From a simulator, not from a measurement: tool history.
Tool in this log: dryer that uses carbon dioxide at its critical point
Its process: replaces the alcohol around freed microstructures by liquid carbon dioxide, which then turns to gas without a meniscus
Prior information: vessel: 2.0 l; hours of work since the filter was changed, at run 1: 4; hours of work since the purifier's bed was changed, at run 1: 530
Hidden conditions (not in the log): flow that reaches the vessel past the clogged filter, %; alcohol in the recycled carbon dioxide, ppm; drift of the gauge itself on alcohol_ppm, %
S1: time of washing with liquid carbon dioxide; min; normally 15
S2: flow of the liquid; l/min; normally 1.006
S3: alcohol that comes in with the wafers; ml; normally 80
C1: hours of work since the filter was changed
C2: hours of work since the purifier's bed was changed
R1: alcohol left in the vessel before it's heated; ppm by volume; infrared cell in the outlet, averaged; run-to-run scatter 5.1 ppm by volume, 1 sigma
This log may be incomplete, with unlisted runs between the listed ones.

run   hour  S1     S2   S3   C1   C2    R1
  1      0  15  1.006   80    4  530   172
  2     32  15  1.006   80   23  549   174
  3   60.9  15  1.006   80   40  566   175
  4   98.5  13  1.006   80   62  588   272
  5  133.4  15  1.006   80   82  608   187
  6  167.2  15  1.006   80  102  628   198
  7  193.7  15  1.006   80  118  644   200
  8  221.7  15   0.89   80  135  660   285
  9  247.3  15   0.81   80  150  675   407
 10  269.8  15   1.16   80  163  689   159
 11  298.2  15   1.16   80  180  705   173
 12    315  15  1.006   80  190  715   225
 13  334.7  12   0.79  104  201  727  1301
 14  361.8  15   0.79   21  217  743   238
 15  400.5  16  1.006  105  240  766   229
 16  418.5  16  1.006  105  251  776   221
 17  445.3  21   0.74   26  266  792   180
 18  482.7  20   1.62   85  288  814   162
 19  520.4  15   1.11   29  311  836   185
 20  547.8  15   1.11   29  327  853   188
 21  566.6  21  1.006   38  338  864   175
 22  605.3  21  1.006   38  361  887   166
 23  624.5  21  1.006   38  372  898   170

What if the next run were any one of these 4? Each begins from the tool's condition after run 23:
     641.3  -- inlet filter changed
  A  647.5  21   1.41  68   4  911   ?
     641.3  -- inlet filter changed
  B  647.5  22   1.01  38   4  911   ?
     641.3  -- inlet filter changed
  C  647.5  15  1.006  77   4  911   ?
     641.3  -- inlet filter changed
  D  647.5  22   1.14  54   4  911   ?

run   R1
  A  186
  B  173
  C  235
  D  172
What these runs would have given with no unlogged condition in the tool:
run  R1
  A  16
  B   4
  C  62
  D   2
